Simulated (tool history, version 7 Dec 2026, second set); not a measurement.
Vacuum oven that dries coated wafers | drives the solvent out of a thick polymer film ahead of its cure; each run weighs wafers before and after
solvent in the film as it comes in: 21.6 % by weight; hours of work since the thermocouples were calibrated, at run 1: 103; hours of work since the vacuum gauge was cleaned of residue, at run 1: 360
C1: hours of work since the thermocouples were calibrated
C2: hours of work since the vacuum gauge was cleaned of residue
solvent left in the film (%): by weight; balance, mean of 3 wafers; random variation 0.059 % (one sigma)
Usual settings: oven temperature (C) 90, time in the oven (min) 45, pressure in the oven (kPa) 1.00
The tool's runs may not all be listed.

{"run": 1, "hour": 0.0, "oven temperature (C)": 90, "time in the oven (min)": 45, "pressure in the oven (kPa)": 1.0, "C1": 103, "C2": 360, "solvent left in the film (%)": 3.39}
{"run": 2, "hour": 48.8, "oven temperature (C)": 90, "time in the oven (min)": 45, "pressure in the oven (kPa)": 1.0, "C1": 141, "C2": 398, "solvent left in the film (%)": 3.47}
{"run": 3, "hour": 97.6, "oven temperature (C)": 90, "time in the oven (min)": 45, "pressure in the oven (kPa)": 1.0, "C1": 179, "C2": 436, "solvent left in the film (%)": 3.5}
{"run": 4, "hour": 144.2, "oven temperature (C)": 90, "time in the oven (min)": 45, "pressure in the oven (kPa)": 1.0, "C1": 215, "C2": 472, "solvent left in the film (%)": 3.61}
{"run": 5, "hour": 182.9, "oven temperature (C)": 90, "time in the oven (min)": 45, "pressure in the oven (kPa)": 1.0, "C1": 245, "C2": 502, "solvent left in the film (%)": 3.53}
{"run": 6, "hour": 206.9, "oven temperature (C)": 90, "time in the oven (min)": 45, "pressure in the oven (kPa)": 3.52, "C1": 264, "C2": 521, "solvent left in the film (%)": 5.92}
{"run": 7, "hour": 230.8, "oven temperature (C)": 90, "time in the oven (min)": 45, "pressure in the oven (kPa)": 3.52, "C1": 282, "C2": 540, "solvent left in the film (%)": 6.13}
{"run": 8, "hour": 277.5, "oven temperature (C)": 90, "time in the oven (min)": 45, "pressure in the oven (kPa)": 3.52, "C1": 319, "C2": 576, "solvent left in the film (%)": 5.9}
{"run": 9, "hour": 332.4, "oven temperature (C)": 90, "time in the oven (min)": 45, "pressure in the oven (kPa)": 1.0, "C1": 362, "C2": 619, "solvent left in the film (%)": 3.72}
{"run": 10, "hour": 359.3, "oven temperature (C)": 90, "time in the oven (min)": 45, "pressure in the oven (kPa)": 1.0, "C1": 383, "C2": 640, "solvent left in the film (%)": 3.75}
{"run": 11, "hour": 391.2, "oven temperature (C)": 90, "time in the oven (min)": 45, "pressure in the oven (kPa)": 1.0, "C1": 407, "C2": 665, "solvent left in the film (%)": 3.74}
{"run": 12, "hour": 423.5, "oven temperature (C)": 90, "time in the oven (min)": 45, "pressure in the oven (kPa)": 1.0, "C1": 433, "C2": 690, "solvent left in the film (%)": 3.76}
{"run": 13, "hour": 465.4, "oven temperature (C)": 90, "time in the oven (min)": 45, "pressure in the oven (kPa)": 1.0, "C1": 465, "C2": 723, "solvent left in the film (%)": 3.78}
{"run": 14, "hour": 493.1, "oven temperature (C)": 90, "time in the oven (min)": 45, "pressure in the oven (kPa)": 1.0, "C1": 487, "C2": 744, "solvent left in the film (%)": 3.79}
{"run": 15, "hour": 544.7, "oven temperature (C)": 90, "time in the oven (min)": 45, "pressure in the oven (kPa)": 1.0, "C1": 527, "C2": 784, "solvent left in the film (%)": 3.87}
{"run": 16, "hour": 572.4, "oven temperature (C)": 90, "time in the oven (min)": 45, "pressure in the oven (kPa)": 1.0, "C1": 549, "C2": 806, "solvent left in the film (%)": 3.77}
{"run": 17, "hour": 614.0, "oven temperature (C)": 90, "time in the oven (min)": 45, "pressure in the oven (kPa)": 1.0, "C1": 581, "C2": 838, "solvent left in the film (%)": 3.94}
{"run": 18, "hour": 664.7, "oven temperature (C)": 85, "time in the oven (min)": 45, "pressure in the oven (kPa)": 1.0, "C1": 621, "C2": 878, "solvent left in the film (%)": 5.62}
{"run": 19, "hour": 719.9, "oven temperature (C)": 90, "time in the oven (min)": 45, "pressure in the oven (kPa)": 0.51, "C1": 664, "C2": 921, "solvent left in the film (%)": 3.57}
{"run": 20, "hour": 753.8, "oven temperature (C)": 90, "time in the oven (min)": 45, "pressure in the oven (kPa)": 0.51, "C1": 690, "C2": 947, "solvent left in the film (%)": 3.56}
{"run": 21, "hour": 791.9, "oven temperature (C)": 78, "time in the oven (min)": 61, "pressure in the oven (kPa)": 0.92, "C1": 720, "C2": 977, "solvent left in the film (%)": 6.93}
{"hour": 806.0, "done": "oven's thermocouples calibrated"}
{"run": 22, "hour": 823.8, "oven temperature (C)": 79, "time in the oven (min)": 24, "pressure in the oven (kPa)": 0.92, "C1": 14, "C2": 1000, "solvent left in the film (%)": 11.02}
{"run": 23, "hour": 852.5, "oven temperature (C)": 79, "time in the oven (min)": 24, "pressure in the oven (kPa)": 0.92, "C1": 36, "C2": 1023, "solvent left in the film (%)": 10.8}
{"run": 24, "hour": 880.9, "oven temperature (C)": 77, "time in the oven (min)": 22, "pressure in the oven (kPa)": 0.92, "C1": 58, "C2": 1045, "solvent left in the film (%)": 12.38}
{"run": 25, "hour": 904.3, "oven temperature (C)": 98, "time in the oven (min)": 27, "pressure in the oven (kPa)": 1.0, "C1": 77, "C2": 1063, "solvent left in the film (%)": 3.67}
{"run": 26, "hour": 955.3, "oven temperature (C)": 84, "time in the oven (min)": 27, "pressure in the oven (kPa)": 0.51, "C1": 116, "C2": 1103, "solvent left in the film (%)": 8.21}
{"run": 27, "hour": 984.6, "oven temperature (C)": 84, "time in the oven (min)": 27, "pressure in the oven (kPa)": 0.51, "C1": 139, "C2": 1126, "solvent left in the film (%)": 8.19}
{"run": 28, "hour": 1020.2, "oven temperature (C)": 100, "time in the oven (min)": 56, "pressure in the oven (kPa)": 0.51, "C1": 167, "C2": 1153, "solvent left in the film (%)": 1.0}
{"run": 29, "hour": 1055.4, "oven temperature (C)": 83, "time in the oven (min)": 31, "pressure in the oven (kPa)": 0.51, "C1": 194, "C2": 1181, "solvent left in the film (%)": 7.68}
{"run": 30, "hour": 1089.7, "oven temperature (C)": 83, "time in the oven (min)": 31, "pressure in the oven (kPa)": 0.51, "C1": 221, "C2": 1208, "solvent left in the film (%)": 7.89}
{"run": 31, "hour": 1143.0, "oven temperature (C)": 87, "time in the oven (min)": 57, "pressure in the oven (kPa)": 2.37, "C1": 263, "C2": 1249, "solvent left in the film (%)": 5.23}
{"hour": 1162.6, "done": "vacuum gauge cleaned of residue and calibrated"}
{"run": 32, "hour": 1170.2, "oven temperature (C)": 87, "time in the oven (min)": 52, "pressure in the oven (kPa)": 1.48, "C1": 283, "C2": 6, "solvent left in the film (%)": 4.13}
{"run": 33, "hour": 1211.4, "oven temperature (C)": 78, "time in the oven (min)": 50, "pressure in the oven (kPa)": 2.07, "C1": 315, "C2": 38, "solvent left in the film (%)": 8.22}
{"run": 34, "hour": 1260.9, "oven temperature (C)": 103, "time in the oven (min)": 45, "pressure in the oven (kPa)": 1.0, "C1": 353, "C2": 77, "solvent left in the film (%)": 1.09}
{"run": 35, "hour": 1315.6, "oven temperature (C)": 103, "time in the oven (min)": 45, "pressure in the oven (kPa)": 1.0, "C1": 396, "C2": 119, "solvent left in the film (%)": 1.09}
{"run": 36, "hour": 1363.6, "oven temperature (C)": 81, "time in the oven (min)": 44, "pressure in the oven (kPa)": 1.6, "C1": 433, "C2": 157, "solvent left in the film (%)": 7.38}
{"run": 37, "hour": 1407.6, "oven temperature (C)": 81, "time in the oven (min)": 46, "pressure in the oven (kPa)": 1.6, "C1": 468, "C2": 191, "solvent left in the film (%)": 7.27}
{"run": 38, "hour": 1462.5, "oven temperature (C)": 81, "time in the oven (min)": 34, "pressure in the oven (kPa)": 2.89, "C1": 510, "C2": 234, "solvent left in the film (%)": 10.3}
{"run": 39, "hour": 1503.7, "oven temperature (C)": 92, "time in the oven (min)": 27, "pressure in the oven (kPa)": 0.79, "C1": 543, "C2": 266, "solvent left in the film (%)": 5.71}
{"run": 40, "hour": 1554.6, "oven temperature (C)": 92, "time in the oven (min)": 27, "pressure in the oven (kPa)": 0.79, "C1": 582, "C2": 306, "solvent left in the film (%)": 5.64}

4 ways to go on from here, each from the tool as it stands after run 40. What would each give?
{"run": "A", "hour": 1586.0, "oven temperature (C)": 90, "time in the oven (min)": 61, "pressure in the oven (kPa)": 1.0, "C1": 607, "C2": 330, "solvent left in the film (%)": "?"}
{"run": "B", "hour": 1586.0, "oven temperature (C)": 82, "time in the oven (min)": 45, "pressure in the oven (kPa)": 0.71, "C1": 607, "C2": 330, "solvent left in the film (%)": "?"}
{"run": "C", "hour": 1586.0, "oven temperature (C)": 88, "time in the oven (min)": 51, "pressure in the oven (kPa)": 1.41, "C1": 607, "C2": 330, "solvent left in the film (%)": "?"}
{"run": "D", "hour": 1586.0, "oven temperature (C)": 103, "time in the oven (min)": 40, "pressure in the oven (kPa)": 2.16, "C1": 607, "C2": 330, "solvent left in the film (%)": "?"}

run=A solvent_left_in_the_film_(%)=2.45
run=B solvent_left_in_the_film_(%)=6.20
run=C solvent_left_in_the_film_(%)=4.10
run=D solvent_left_in_the_film_(%)=2.12
Without the tool's hidden state the same runs would have given:
run=A solvent_left_in_the_film_(%)=2.01
run=B solvent_left_in_the_film_(%)=5.51
run=C solvent_left_in_the_film_(%)=3.53
run=D solvent_left_in_the_film_(%)=1.82
